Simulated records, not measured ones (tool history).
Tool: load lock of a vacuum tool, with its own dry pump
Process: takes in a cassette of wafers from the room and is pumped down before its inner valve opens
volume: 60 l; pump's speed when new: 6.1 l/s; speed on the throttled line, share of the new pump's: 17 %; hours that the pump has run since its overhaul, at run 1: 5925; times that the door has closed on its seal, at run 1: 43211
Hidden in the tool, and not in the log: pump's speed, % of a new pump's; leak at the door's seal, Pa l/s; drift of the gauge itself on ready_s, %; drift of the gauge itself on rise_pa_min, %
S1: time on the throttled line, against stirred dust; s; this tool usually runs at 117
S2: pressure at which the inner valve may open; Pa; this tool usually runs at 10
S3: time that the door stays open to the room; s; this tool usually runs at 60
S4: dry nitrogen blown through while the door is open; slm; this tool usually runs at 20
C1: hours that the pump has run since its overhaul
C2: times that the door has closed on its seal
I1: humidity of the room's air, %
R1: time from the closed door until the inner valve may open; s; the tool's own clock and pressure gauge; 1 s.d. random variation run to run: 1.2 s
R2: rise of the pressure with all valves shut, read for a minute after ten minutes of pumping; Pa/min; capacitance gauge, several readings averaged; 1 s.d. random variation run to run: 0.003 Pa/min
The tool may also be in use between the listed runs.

run 1 day=0 | S1=117 S2=10 S3=60 S4=20 | C1=5925 C2=43211 | I1=43.5 | R1=191.3 R2=0.298
run 2 day=21.729 | S1=117 S2=10 S3=60 S4=20 | C1=6446 C2=45406 | I1=43.1 | R1=192.3 R2=0.327
run 3 day=40.425 | S1=117 S2=10 S3=60 S4=20 | C1=6895 C2=47294 | I1=45.5 | R1=192.1 R2=0.338
run 4 day=50.629 | S1=117 S2=10 S3=60 S4=20 | C1=7140 C2=48325 | I1=45.6 | R1=193.5 R2=0.364
run 5 day=62.308 | S1=117 S2=10 S3=163 S4=20 | C1=7420 C2=49504 | I1=45 | R1=190.9 R2=0.389
run 6 day=82.246 | S1=117 S2=10 S3=163 S4=20 | C1=7899 C2=51518 | I1=46.6 | R1=193.3 R2=0.411
run 7 day=93.225 | S1=117 S2=10 S3=163 S4=20 | C1=8162 C2=52627 | I1=43.1 | R1=191.5 R2=0.427
run 8 day=104.083 | S1=117 S2=7 S3=163 S4=20 | C1=8423 C2=53723 | I1=44.1 | R1=195.8 R2=0.446
run 9 day=124.05 | S1=117 S2=10 S3=60 S4=20 | C1=8902 C2=55740 | I1=47.2 | R1=194.8 R2=0.463
run 10 day=142.533 | S1=117 S2=10 S3=60 S4=20 | C1=9346 C2=57607 | I1=47.1 | R1=192.1 R2=0.485
run 11 day=157.283 | S1=117 S2=11 S3=60 S4=20 | C1=9700 C2=59096 | I1=42.6 | R1=194 R2=0.501
run 12 day=171.975 | S1=117 S2=11 S3=60 S4=20 | C1=10052 C2=60580 | I1=43.8 | R1=194.2 R2=0.522
run 13 day=189.425 | S1=117 S2=11 S3=60 S4=20 | C1=10471 C2=62343 | I1=48.2 | R1=193.7 R2=0.541
run 14 day=201.275 | S1=117 S2=10 S3=131 S4=20 | C1=10755 C2=63539 | I1=43.9 | R1=192.5 R2=0.575
run 15 day=218.971 | S1=117 S2=10 S3=131 S4=20 | C1=11180 C2=65327 | I1=45.5 | R1=194.4 R2=0.603
run 16 day=232.079 | S1=117 S2=10 S3=131 S4=20 | C1=11495 C2=66650 | I1=47.8 | R1=193.6 R2=0.629
run 17 day=252.446 | S1=117 S2=10 S3=131 S4=20 | C1=11984 C2=68708 | I1=41.4 | R1=196.5 R2=0.654
run 18 day=274.942 | S1=117 S2=10 S3=60 S4=7 | C1=12524 C2=70980 | I1=40.1 | R1=196.3 R2=0.692
run 19 day=292.446 | S1=61 S2=10 S3=48 S4=26 | C1=12944 C2=72747 | I1=45.5 | R1=152.1 R2=0.7
-- day=300.496 door's seal changed, seat wiped
run 20 day=314.538 | S1=61 S2=10 S3=48 S4=26 | C1=13472 C2=1418 | I1=42 | R1=151.4 R2=0.021
run 21 day=333.288 | S1=117 S2=17 S3=45 S4=20 | C1=13922 C2=3311 | I1=45.5 | R1=191.2 R2=0.032
run 22 day=344.846 | S1=117 S2=17 S3=45 S4=20 | C1=14200 C2=4479 | I1=42.8 | R1=190.1 R2=0.033
run 23 day=357.596 | S1=59 S2=8 S3=48 S4=19 | C1=14506 C2=5766 | I1=44.5 | R1=151.3 R2=0.042
run 24 day=373.775 | S1=59 S2=8 S3=37 S4=36 | C1=14894 C2=7400 | I1=42 | R1=152.8 R2=0.039
run 25 day=391.917 | S1=64 S2=8 S3=37 S4=36 | C1=15329 C2=9233 | I1=46.5 | R1=158 R2=0.05
run 26 day=405.942 | S1=64 S2=8 S3=37 S4=36 | C1=15666 C2=10649 | I1=48.4 | R1=157.1 R2=0.056
run 27 day=416.467 | S1=64 S2=8 S3=37 S4=36 | C1=15919 C2=11712 | I1=44.8 | R1=157.4 R2=0.055
run 28 day=436.579 | S1=91 S2=9 S3=63 S4=20 | C1=16401 C2=13744 | I1=45.8 | R1=179.1 R2=0.083
run 29 day=448.092 | S1=111 S2=14 S3=174 S4=10 | C1=16678 C2=14906 | I1=42 | R1=189.4 R2=0.115
run 30 day=464.721 | S1=117 S2=12 S3=60 S4=6 | C1=17077 C2=16586 | I1=46.2 | R1=193 R2=0.112
run 31 day=483.783 | S1=117 S2=12 S3=60 S4=6 | C1=17534 C2=18511 | I1=49.9 | R1=196.4 R2=0.132
run 32 day=493.375 | S1=177 S2=8 S3=42 S4=20 | C1=17764 C2=19480 | I1=43.5 | R1=248.3 R2=0.112
run 33 day=503.121 | S1=177 S2=8 S3=42 S4=18 | C1=17998 C2=20464 | I1=45.9 | R1=251.6 R2=0.127
run 34 day=513.329 | S1=117 S2=14 S3=60 S4=20 | C1=18243 C2=21495 | I1=45.5 | R1=197.2 R2=0.131
run 35 day=525.379 | S1=80 S2=14 S3=42 S4=25 | C1=18533 C2=22712 | I1=47.5 | R1=165.4 R2=0.132
run 36 day=539.075 | S1=117 S2=18 S3=44 S4=20 | C1=18861 C2=24095 | I1=45.8 | R1=192.8 R2=0.146

5 options for the next run, each taken on its own from the tool as it stands now. Forecast them:
run A day=552.404 | S1=147 S2=12 S3=44 S4=38 | C1=19181 C2=25441 | I1=47 | R1=? R2=?
run B day=552.404 | S1=202 S2=18 S3=44 S4=34 | C1=19181 C2=25441 | I1=46.7 | R1=? R2=?
run C day=552.404 | S1=117 S2=18 S3=44 S4=6 | C1=19181 C2=25441 | I1=46.8 | R1=? R2=?
run D day=552.404 | S1=117 S2=7 S3=127 S4=32 | C1=19181 C2=25441 | I1=43.4 | R1=? R2=?
run E day=552.404 | S1=124 S2=10 S3=239 S4=11 | C1=19181 C2=25441 | I1=47.1 | R1=? R2=?

run=A R1=221.5 R2=0.156
run=B R1=260 R2=0.151
run=C R1=190.5 R2=0.171
run=D R1=203.1 R2=0.156
run=E R1=207.3 R2=0.205
With the hidden condition removed and each run's random variation left untouched, the same runs would have given:
run=A R1=210.2 R2=0.022
run=B R1=251.2 R2=0.017
run=C R1=179.2 R2=0.039
run=D R1=190 R2=0.022
run=E R1=194.9 R2=0.071

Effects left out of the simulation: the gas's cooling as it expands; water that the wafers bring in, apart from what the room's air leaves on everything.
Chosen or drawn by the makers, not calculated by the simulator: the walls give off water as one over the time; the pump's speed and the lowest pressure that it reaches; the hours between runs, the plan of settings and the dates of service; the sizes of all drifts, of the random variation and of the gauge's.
